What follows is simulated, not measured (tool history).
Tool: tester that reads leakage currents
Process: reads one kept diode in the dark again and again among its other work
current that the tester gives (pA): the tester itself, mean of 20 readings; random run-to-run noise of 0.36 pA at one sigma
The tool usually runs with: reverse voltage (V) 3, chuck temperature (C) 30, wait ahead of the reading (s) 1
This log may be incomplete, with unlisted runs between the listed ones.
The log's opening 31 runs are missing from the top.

run     day  reverse voltage (V)  chuck temperature (C)  wait ahead of the reading (s)  hours of work since the probe card was cleaned  hours of work since the tester was calibrated  hours of work since the chuck was calibrated  current that the tester gives (pA)
 32  64.038                 4.03                     23                           5.86                                            2569                                           1775                                          1329                               82.99
 33  66.746                 4.03                     34                           1.89                                            2609                                           1815                                          1369                              217.66
 34  69.433                 1.74                     28                            4.4                                            2649                                           1855                                          1409                               89.01
 35  72.138                 1.13                     53                           0.71                                            2689                                           1895                                          1449                              617.82
 36  73.883                 6.32                     50                           0.49                                            2715                                           1921                                          1475                             1001.38
 37  76.233                  6.5                     22                           0.49                                            2750                                           1956                                          1510                               99.62
 38  78.017                 1.16                     51                           0.58                                            2777                                           1982                                          1537                              533.84
 39  80.362                 1.16                     32                           0.41                                            2812                                           2017                                          1571                              108.34
 40  82.362                 5.16                     31                              1                                            2841                                           2047                                          1601                              190.83

Consider 3 possible next runs. They are alternatives, not a sequence: every one starts from the tool as it was left by run 40. What does each give?
  A  84.762                 5.16                     39                           0.97                                            2877                                           2083                                          1637                                   ?
  B  84.762                    3                     30                           1.29                                            2877                                           2083                                          1637                                   ?
  C  84.762                19.66                     37                              1                                            2877                                           2083                                          1637                                   ?

run  current that the tester gives (pA)
  A                              380.44
  B                              138.12
  C                              577.01
With the hidden condition removed and each run's random variation left untouched, the same runs would have given:
run  current that the tester gives (pA)
  A                              333.77
  B                              118.38
  C                              484.68
